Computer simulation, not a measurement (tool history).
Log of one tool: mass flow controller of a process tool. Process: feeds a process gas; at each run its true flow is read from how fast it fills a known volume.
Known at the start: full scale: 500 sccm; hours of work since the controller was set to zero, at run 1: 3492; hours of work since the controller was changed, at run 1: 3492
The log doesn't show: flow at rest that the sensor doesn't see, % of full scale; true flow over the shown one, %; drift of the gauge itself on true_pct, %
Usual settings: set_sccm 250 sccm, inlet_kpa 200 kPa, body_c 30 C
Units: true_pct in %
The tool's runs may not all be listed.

run	day	set_sccm	inlet_kpa	body_c	hours of work since the controller was set to zero	hours of work since the controller was changed	true_pct
1	0	250	200	30	3492	3492	96.56
2	7.575	250	200	30	3605	3605	96.52
3	18.229	491	200	30	3764	3764	97.78
4	27.029	491	200	30	3895	3895	97.74
5	41.104	314	200	30	4105	4105	96.59
6	54.95	314	200	30	4311	4311	96.53
7	68.446	314	200	30	4513	4513	96.59
8	79.521	314	200	30	4678	4678	96.4
9	92.833	250	200	36	4877	4877	95.34
10	100.683	250	200	30	4994	4994	95.73
11	110.646	250	200	30	5142	5142	95.67
12	123.029	250	200	30	5327	5327	95.45
13	137.275	201	200	30	5539	5539	94.93
14	150.308	250	200	30	5734	5734	95.34
15	161.721	250	200	30	5904	5904	95.25
16	170.017	250	200	30	6028	6028	95.23
17	184.367	250	200	30	6242	6242	95.07
18	192.688	250	200	30	6366	6366	94.86
19	206.75	250	200	30	6576	6576	94.85
20	222.154	250	200	25	6806	6806	95.11
21	233.608	250	200	30	6976	6976	94.69
22	242.538	250	204	30	7110	7110	94.52
23	248.925	250	204	30	7205	7205	94.46
24	256.233	250	204	30	7314	7314	94.39
25	263.604	68	204	30	7424	7424	88.68
26	278.492	102	143	31	7646	7646	91.34
# day 290.871: controller's zero set anew
27	293.508	102	143	33	39	7870	95.69
28	300.838	58	178	32	149	7979	95.16
29	313.617	50	200	24	339	8170	95.32
30	326.658	64	200	29	534	8364	94.86
31	336.646	53	178	35	683	8513	94.13
32	346.8	68	187	30	834	8665	94.56
33	357.412	68	187	30	993	8823	94.38
34	369.033	406	181	24	1166	8996	96.81
35	382.662	116	228	26	1369	9200	94.55
36	390.738	115	199	29	1490	9320	94.43
37	399.508	250	237	38	1621	9451	94.37
38	407.142	250	237	38	1734	9565	94.3
39	419.988	330	243	22	1926	9756	95.82
40	434.246	330	243	22	2139	9969	95.66
41	446.092	145	233	34	2315	10146	93.44
42	455.971	134	183	39	2463	10293	93.35
43	465.042	134	186	36	2598	10428	93.34
44	477.517	134	270	36	2784	10615	92.5
45	492.104	93	223	33	3002	10832	92.4
46	506.429	250	192	20	3215	11046	95.26
47	517.217	361	255	30	3376	11207	94.38
48	529.538	361	255	30	3560	11391	94.3

How the hidden state differs across the entries between the runs, from the last listed run before each to the first after it:
Between runs 26 and 27: controller's zero set anew (day 290.871)
  flow at rest that the sensor doesn't see, % of full scale: -0.971 -> -0.016; true flow over the shown one, %: -2.55 -> -2.62
  measured less the result without the state, true_pct: -7.31 -> -2.7 %
